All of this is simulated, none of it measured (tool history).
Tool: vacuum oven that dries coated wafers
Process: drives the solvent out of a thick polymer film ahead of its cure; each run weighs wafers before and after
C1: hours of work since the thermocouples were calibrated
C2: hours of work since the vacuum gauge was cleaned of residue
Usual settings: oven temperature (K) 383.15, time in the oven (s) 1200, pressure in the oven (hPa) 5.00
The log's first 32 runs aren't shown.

{"run": 33, "day": 23.629, "oven temperature (K)": 387.15, "time in the oven (s)": 1200, "pressure in the oven (hPa)": 8.17, "C1": 985, "C2": 985, "solvent left in the film (%)": 1.353}
{"run": 34, "day": 24.196, "oven temperature (K)": 383.15, "time in the oven (s)": 1440, "pressure in the oven (hPa)": 3.72, "C1": 996, "C2": 996, "solvent left in the film (%)": 1.177}
{"run": 35, "day": 24.75, "oven temperature (K)": 383.15, "time in the oven (s)": 1440, "pressure in the oven (hPa)": 3.72, "C1": 1006, "C2": 1006, "solvent left in the film (%)": 1.173}
{"run": 36, "day": 25.638, "oven temperature (K)": 383.15, "time in the oven (s)": 1440, "pressure in the oven (hPa)": 3.72, "C1": 1023, "C2": 1023, "solvent left in the film (%)": 1.167}
{"run": 37, "day": 26.146, "oven temperature (K)": 391.15, "time in the oven (s)": 1440, "pressure in the oven (hPa)": 8.11, "C1": 1033, "C2": 1033, "solvent left in the film (%)": 0.638}
{"run": 38, "day": 27.004, "oven temperature (K)": 391.15, "time in the oven (s)": 1440, "pressure in the oven (hPa)": 8.11, "C1": 1050, "C2": 1050, "solvent left in the film (%)": 0.632}
{"run": 39, "day": 27.904, "oven temperature (K)": 390.15, "time in the oven (s)": 960, "pressure in the oven (hPa)": 6.9, "C1": 1067, "C2": 1067, "solvent left in the film (%)": 1.563}
{"run": 40, "day": 28.938, "oven temperature (K)": 380.15, "time in the oven (s)": 660, "pressure in the oven (hPa)": 6.9, "C1": 1086, "C2": 1086, "solvent left in the film (%)": 4.5}
{"run": 41, "day": 29.988, "oven temperature (K)": 398.15, "time in the oven (s)": 1560, "pressure in the oven (hPa)": 8.47, "C1": 1107, "C2": 1107, "solvent left in the film (%)": 0.284}
{"run": 42, "day": 30.721, "oven temperature (K)": 398.15, "time in the oven (s)": 1560, "pressure in the oven (hPa)": 8.47, "C1": 1121, "C2": 1121, "solvent left in the film (%)": 0.277}
{"run": 43, "day": 31.275, "oven temperature (K)": 394.15, "time in the oven (s)": 1740, "pressure in the oven (hPa)": 2.64, "C1": 1131, "C2": 1131, "solvent left in the film (%)": 0.205}
{"run": 44, "day": 31.846, "oven temperature (K)": 383.15, "time in the oven (s)": 660, "pressure in the oven (hPa)": 5.0, "C1": 1142, "C2": 1142, "solvent left in the film (%)": 3.931}
{"run": 45, "day": 32.408, "oven temperature (K)": 383.15, "time in the oven (s)": 660, "pressure in the oven (hPa)": 5.0, "C1": 1153, "C2": 1153, "solvent left in the film (%)": 3.926}
{"day": 33.017, "done": "vacuum gauge cleaned of residue and calibrated"}
{"run": 46, "day": 33.108, "oven temperature (K)": 389.15, "time in the oven (s)": 660, "pressure in the oven (hPa)": 11.89, "C1": 1165, "C2": 2, "solvent left in the film (%)": 3.101}

Forecast run 47:
{"run": 47, "day": 33.675, "oven temperature (K)": 389.15, "time in the oven (s)": 660, "pressure in the oven (hPa)": 11.89, "C1": 1176, "C2": 13, "solvent left in the film (%)": "?"}

{"run 47": {"solvent left in the film (%)": 3.083}}
Without the tool's hidden state the same run would have given solvent left in the film (%) 3.091.
